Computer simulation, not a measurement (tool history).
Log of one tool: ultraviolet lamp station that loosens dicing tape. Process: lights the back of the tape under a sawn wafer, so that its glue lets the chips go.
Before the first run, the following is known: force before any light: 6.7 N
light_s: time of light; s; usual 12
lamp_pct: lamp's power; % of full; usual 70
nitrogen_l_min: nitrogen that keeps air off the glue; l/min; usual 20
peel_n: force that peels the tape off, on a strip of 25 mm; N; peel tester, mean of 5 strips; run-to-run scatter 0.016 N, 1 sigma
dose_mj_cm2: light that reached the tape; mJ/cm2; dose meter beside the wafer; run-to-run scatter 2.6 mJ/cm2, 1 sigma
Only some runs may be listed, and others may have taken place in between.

run    hour  light_s  lamp_pct  nitrogen_l_min  peel_n  dose_mj_cm2
  1       0       12        70              20   0.867          326
  2    39.1       12        70              20   0.872          322
  3    98.2       12        70              20   0.918          317
  4   127.6       12        70              20   0.891          314
  5   177.9       12        70              20   0.953          310
  6   209.9       12        70              20   0.941          309
  7   242.6       22        70              20   0.333          550
  8   282.2       22        70              20   0.328          539
  9   349.8       12        70              20   1.057          285
      360.2  -- window cleaned of glue's vapour
 10   384.7       12        70              16   1.367          257
 11   435.5       12        70              16   1.442          253
 12   492.6       12        71              20   1.296          253
 13   547.5       12        71              20   1.285          244
      588.2  -- window cleaned of glue's vapour, once more
 14   603.1       12        70              20   0.874          318
 15   637.6       12        70              10    1.39          315
 16   667.5       12        70              20   0.933          310
 17   733.9       12        70              20   0.993          301
 18   783.2       12        70              20   1.009          295
 19   832.2       12        70              20   1.038          290
 20   893.6       12        70              20   1.069          279
 21   944.3       12        70              20    1.09          276
 22   980.5       12        76              25   0.874          298
 23    1039       14        91               7   1.184          408
     1054.9  -- window cleaned of glue's vapour
 24  1074.7        7        70              37   1.705          176
 25  1137.4       16        70              24   0.532          388
 26  1186.6       18        95              26   0.262          586
 27    1244       18        95              26   0.282          575
 28  1301.8       18        95              26    0.28          559
 29  1366.4       12        87              20    0.83          329
 30  1427.9       12        87              24    0.77          327
 31  1486.6       12        99              26   0.582          358
     1524.7  -- window cleaned of glue's vapour
 32  1544.3       20        99              33   0.202          665
 33  1609.4        8        99              11   1.753          262
 34  1652.6        8        95              27   1.166          248
 35  1724.9        8        95              27   1.199          240
 36  1778.6        8        95              27   1.231          232
 37  1834.8       16        95              10   0.777          452
 38  1905.6       16        76              20   0.727          361
 39  1960.3       14        70              17   1.212          278
     1990.3  -- window cleaned of glue's vapour
 40  1993.5       14        70              17   1.012          310
 41  2064.7       14        70              17   1.076          305
 42  2120.8       18        81              20   0.484          446

Consider 5 possible next runs. They are alternatives, not a sequence: every one starts from the tool as it was left by run 42. What does each give?
  A  2156.8        9        83              18       ?            ?
  B  2156.8       17        98              17       ?            ?
  C  2156.8        9        86              20       ?            ?
  D  2156.8       10        81              13       ?            ?
  E  2156.8       19        95               9       ?            ?

run  peel_n  dose_mj_cm2
  A   1.616          222
  B   0.437          497
  C   1.471          231
  D   1.762          244
  E   0.614          539
Stripped of hidden state, with their random variation kept, the same runs would have yielded:
run  peel_n  dose_mj_cm2
  A   1.005          305
  B   0.261          682
  C   0.891          317
  D   1.108          334
  E   0.346          738
